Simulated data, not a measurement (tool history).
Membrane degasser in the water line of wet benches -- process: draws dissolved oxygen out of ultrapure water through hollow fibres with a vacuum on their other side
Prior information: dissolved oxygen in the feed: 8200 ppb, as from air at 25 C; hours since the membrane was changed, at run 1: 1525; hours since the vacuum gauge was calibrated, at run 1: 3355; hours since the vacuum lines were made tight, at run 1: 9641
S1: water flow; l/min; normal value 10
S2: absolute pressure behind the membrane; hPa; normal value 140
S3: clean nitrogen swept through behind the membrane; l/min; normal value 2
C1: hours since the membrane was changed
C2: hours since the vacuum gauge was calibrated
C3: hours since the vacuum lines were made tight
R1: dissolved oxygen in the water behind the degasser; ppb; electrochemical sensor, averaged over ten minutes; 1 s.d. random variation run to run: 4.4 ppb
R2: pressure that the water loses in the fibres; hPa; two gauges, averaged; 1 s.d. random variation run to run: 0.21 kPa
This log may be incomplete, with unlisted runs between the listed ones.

| run | hour | S1 | S2 | S3 | C1 | C2 | C3 | R1 | R2 |
|---|---|---|---|---|---|---|---|---|---|
| 1 | 0 | 10 | 140 | 2 | 1525 | 3355 | 9641 | 446.1 | 484.9 |
|  | 40.1 | vacuum gauge calibrated |
| 2 | 58 | 10 | 112 | 2 | 1582 | 18 | 9699 | 413.9 | 483.3 |
| 3 | 97.2 | 10 | 112 | 2 | 1621 | 57 | 9738 | 412.7 | 485.3 |
| 4 | 141.4 | 10 | 140 | 2 | 1666 | 101 | 9782 | 446.7 | 482.5 |
| 5 | 194.6 | 10 | 140 | 0.85 | 1719 | 155 | 9835 | 599.5 | 484.3 |
| 6 | 229.1 | 10 | 140 | 0.85 | 1753 | 189 | 9870 | 593.2 | 482 |
| 7 | 266.9 | 10 | 140 | 0.85 | 1791 | 227 | 9908 | 597.3 | 483.4 |
| 8 | 304.5 | 10 | 140 | 1.04 | 1829 | 264 | 9945 | 548.6 | 481.5 |
| 9 | 353.4 | 10 | 140 | 2 | 1877 | 313 | 9994 | 454.4 | 486.5 |
| 10 | 402.3 | 10 | 140 | 2 | 1926 | 362 | 10043 | 451.3 | 484.9 |
| 11 | 458.1 | 10 | 140 | 2 | 1982 | 418 | 10099 | 434.8 | 484.8 |
| 12 | 491.7 | 10 | 140 | 2 | 2016 | 452 | 10132 | 442.9 | 484.4 |
| 13 | 532.9 | 10 | 140 | 1.4 | 2057 | 493 | 10174 | 492.7 | 483 |
| 14 | 589.2 | 10 | 140 | 2.71 | 2113 | 549 | 10230 | 416.5 | 487.7 |
| 15 | 634.3 | 10 | 140 | 2 | 2158 | 594 | 10275 | 445.8 | 484.5 |
| 16 | 665.1 | 10 | 140 | 2 | 2189 | 625 | 10306 | 446.8 | 487.2 |
| 17 | 709.9 | 10 | 140 | 2 | 2234 | 670 | 10351 | 448.4 | 486 |
| 18 | 738.9 | 13 | 151 | 2.6 | 2263 | 699 | 10380 | 742.5 | 632.4 |
| 19 | 766 | 10 | 140 | 1.07 | 2290 | 726 | 10407 | 553.3 | 483.8 |
| 20 | 798.6 | 7 | 130 | 1.33 | 2323 | 758 | 10439 | 222.3 | 336.7 |
| 21 | 848.6 | 10 | 130 | 1.33 | 2373 | 808 | 10489 | 497.4 | 488.1 |
| 22 | 890.2 | 10 | 130 | 1.33 | 2414 | 850 | 10531 | 487.3 | 484.4 |
| 23 | 936.4 | 7 | 168 | 0.87 | 2460 | 896 | 10577 | 363.3 | 339.1 |
| 24 | 993.9 | 9 | 259 | 1.01 | 2518 | 954 | 10635 | 695.2 | 434.1 |
| 25 | 1024.7 | 14 | 162 | 2 | 2549 | 985 | 10665 | 926.9 | 681.3 |
| 26 | 1069.5 | 14 | 162 | 2 | 2594 | 1029 | 10710 | 907 | 679.8 |
| 27 | 1097.9 | 7 | 344 | 1.4 | 2622 | 1058 | 10739 | 475.2 | 338.4 |
| 28 | 1146.2 | 7 | 140 | 2 | 2670 | 1106 | 10787 | 191 | 340.9 |
| 29 | 1173.8 | 8 | 292 | 2.24 | 2698 | 1134 | 10815 | 382.1 | 386.9 |
| 30 | 1218.9 | 14 | 140 | 2 | 2743 | 1179 | 10860 | 905.4 | 678.3 |
| 31 | 1257.2 | 7 | 259 | 1.22 | 2781 | 1217 | 10898 | 404.5 | 339.2 |

Consider 5 possible next runs. They are alternatives, not a sequence: every one starts from the tool as it was left by run 31. What does each give?
| A | 1311.5 | 7 | 233 | 0.96 | 2836 | 1271 | 10952 | ? | ? |
| B | 1311.5 | 7 | 241 | 1.22 | 2836 | 1271 | 10952 | ? | ? |
| C | 1311.5 | 12 | 247 | 4.8 | 2836 | 1271 | 10952 | ? | ? |
| D | 1311.5 | 13 | 328 | 0.87 | 2836 | 1271 | 10952 | ? | ? |
| E | 1311.5 | 13 | 259 | 1.22 | 2836 | 1271 | 10952 | ? | ? |

| run | R1 | R2 |
|---|---|---|
| A | 443.2 | 341.3 |
| B | 388.5 | 341.8 |
| C | 647.1 | 583.7 |
| D | 1456.4 | 632.1 |
| E | 1111 | 633.4 |
What these runs would have given with no unlogged condition in the tool:
| run | R1 | R2 |
|---|---|---|
| A | 423.9 | 337.4 |
| B | 371 | 337.9 |
| C | 627.4 | 577.1 |
| D | 1424.1 | 624.9 |
| E | 1083.3 | 626.2 |
